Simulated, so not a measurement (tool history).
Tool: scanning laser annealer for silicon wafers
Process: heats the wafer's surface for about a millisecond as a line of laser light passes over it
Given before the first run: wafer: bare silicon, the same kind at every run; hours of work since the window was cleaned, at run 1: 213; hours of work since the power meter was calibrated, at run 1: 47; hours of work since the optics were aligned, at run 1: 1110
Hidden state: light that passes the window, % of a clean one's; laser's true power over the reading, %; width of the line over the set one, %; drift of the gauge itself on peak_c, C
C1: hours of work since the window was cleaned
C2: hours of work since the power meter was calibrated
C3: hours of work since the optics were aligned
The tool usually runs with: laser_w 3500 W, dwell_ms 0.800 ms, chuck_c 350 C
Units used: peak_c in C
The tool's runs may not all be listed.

Run 1, day 0.000: usual settings; C1 213; C2 47; C3 1110. Result: peak_c 1032 C.
Run 2, day 1.325: usual settings; C1 231; C2 66; C3 1128. Result: peak_c 1032 C.
Run 3, day 2.692: usual settings; C1 250; C2 85; C3 1147. Result: peak_c 1030 C.
Run 4, day 3.754: usual settings but dwell_ms 0.962 ms; C1 265; C2 99; C3 1161. Result: peak_c 1108 C.
Run 5, day 4.975: usual settings but dwell_ms 0.962 ms; C1 282; C2 116; C3 1178. Result: peak_c 1106 C.
Run 6, day 6.342: usual settings; C1 301; C2 135; C3 1197. Result: peak_c 1026 C.
Run 7, day 7.688: usual settings; C1 319; C2 154; C3 1216. Result: peak_c 1022 C.
Run 8, day 8.971: usual settings; C1 337; C2 171; C3 1233. Result: peak_c 1024 C.
Run 9, day 9.750: usual settings; C1 348; C2 182; C3 1244. Result: peak_c 1019 C.
Run 10, day 11.425: usual settings; C1 371; C2 205; C3 1267. Result: peak_c 1019 C.
Run 11, day 12.538: usual settings; C1 386; C2 221; C3 1283. Result: peak_c 1018 C.
At day 12.758: window over the wafer cleaned.
Run 12, day 14.208: usual settings but laser_w 3091 W; C1 20; C2 242; C3 1305. Result: peak_c 954 C.
Run 13, day 15.804: usual settings but laser_w 3091 W; C1 42; C2 265; C3 1327. Result: peak_c 952 C.
At day 16.154: optics aligned, line set to its width.
Run 14, day 17.062: usual settings but laser_w 3091 W; C1 57; C2 279; C3 13. Result: peak_c 966 C.
Run 15, day 18.288: usual settings but dwell_ms 0.813 ms; C1 74; C2 296; C3 29. Result: peak_c 1056 C.
Run 16, day 19.471: usual settings but dwell_ms 0.813 ms; C1 90; C2 312; C3 46. Result: peak_c 1060 C.
Run 17, day 20.717: usual settings but dwell_ms 0.813 ms; C1 107; C2 330; C3 63. Result: peak_c 1053 C.
Run 18, day 22.100: usual settings but dwell_ms 0.813 ms; C1 126; C2 349; C3 82. Result: peak_c 1050 C.
Run 19, day 23.458: usual settings; C1 145; C2 367; C3 101. Result: peak_c 1045 C.
Run 20, day 24.658: usual settings; C1 161; C2 384; C3 117. Result: peak_c 1043 C.
Run 21, day 26.354: usual settings but laser_w 3320 W, dwell_ms 0.722 ms, chuck_c 332 C; C1 185; C2 407; C3 141. Result: peak_c 947 C.
Run 22, day 28.150: usual settings but dwell_ms 0.931 ms, chuck_c 346 C; C1 210; C2 432; C3 166. Result: peak_c 1099 C.
Run 23, day 29.188: usual settings but dwell_ms 0.931 ms, chuck_c 346 C; C1 224; C2 446; C3 180. Result: peak_c 1096 C.
Run 24, day 30.754: usual settings but laser_w 3628 W, dwell_ms 0.577 ms, chuck_c 361 C; C1 246; C2 468; C3 202. Result: peak_c 946 C.
Run 25, day 32.158: usual settings but laser_w 3115 W; C1 265; C2 487; C3 221. Result: peak_c 952 C.
Run 26, day 33.058: usual settings but laser_w 3757 W, dwell_ms 0.894 ms, chuck_c 317 C; C1 277; C2 500; C3 233. Result: peak_c 1104 C.
Run 27, day 34.604: usual settings but laser_w 3448 W, dwell_ms 0.925 ms, chuck_c 371 C; C1 299; C2 521; C3 255. Result: peak_c 1104 C.
Run 28, day 35.396: usual settings but laser_w 3097 W, dwell_ms 0.827 ms, chuck_c 388 C; C1 310; C2 532; C3 266. Result: peak_c 1000 C.
Run 29, day 36.488: usual settings but laser_w 3097 W, dwell_ms 0.827 ms, chuck_c 388 C; C1 325; C2 547; C3 281. Result: peak_c 993 C.
Run 30, day 38.025: usual settings but laser_w 3584 W, dwell_ms 0.815 ms, chuck_c 348 C; C1 346; C2 568; C3 302. Result: peak_c 1051 C.
Run 31, day 39.258: usual settings but laser_w 3584 W, dwell_ms 0.815 ms, chuck_c 348 C; C1 363; C2 586; C3 319. Result: peak_c 1050 C.
Run 32, day 40.758: usual settings but laser_w 3584 W, dwell_ms 0.815 ms, chuck_c 348 C; C1 384; C2 606; C3 340. Result: peak_c 1050 C.
At day 41.167: window over the wafer cleaned.
Run 33, day 41.971: usual settings but laser_w 3566 W, dwell_ms 0.596 ms, chuck_c 370 C; C1 11; C2 622; C3 355. Result: peak_c 966 C.
Run 34, day 43.629: usual settings but laser_w 3566 W, dwell_ms 0.596 ms, chuck_c 370 C; C1 34; C2 645; C3 378. Result: peak_c 965 C.
Run 35, day 45.417: usual settings but laser_w 3566 W, dwell_ms 0.596 ms, chuck_c 370 C; C1 59; C2 669; C3 403. Result: peak_c 963 C.
Run 36, day 46.821: usual settings but laser_w 3773 W, dwell_ms 0.708 ms, chuck_c 327 C; C1 78; C2 689; C3 422. Result: peak_c 1024 C.
Run 37, day 48.079: usual settings but laser_w 3524 W, dwell_ms 0.676 ms, chuck_c 319 C; C1 95; C2 706; C3 440. Result: peak_c 950 C.
Run 38, day 49.054: usual settings but laser_w 3666 W, dwell_ms 0.577 ms, chuck_c 331 C; C1 109; C2 720; C3 453. Result: peak_c 928 C.
Run 39, day 49.829: usual settings but laser_w 3678 W, dwell_ms 0.839 ms, chuck_c 340 C; C1 120; C2 730; C3 464. Result: peak_c 1089 C.
Run 40, day 51.338: usual settings but laser_w 3193 W, dwell_ms 0.839 ms, chuck_c 340 C; C1 140; C2 751; C3 485. Result: peak_c 983 C.

Per-run results on a tool with no hidden state, each run keeping its own random variation:
run  peak_c
  1    1058
  2    1059
  3    1058
  4    1141
  5    1140
  6    1058
  7    1056
  8    1058
  9    1054
 10    1056
 11    1056
 12     972
 13     971
 14     973
 15    1066
 16    1070
 17    1065
 18    1063
 19    1059
 20    1059
 21     963
 22    1120
 23    1118
 24     965
 25     972
 26    1132
 27    1131
 28    1024
 29    1018
 30    1081
 31    1082
 32    1083
 33     975
 34     976
 35     975
 36    1039
 37     965
 38     944
 39    1109
 40    1002
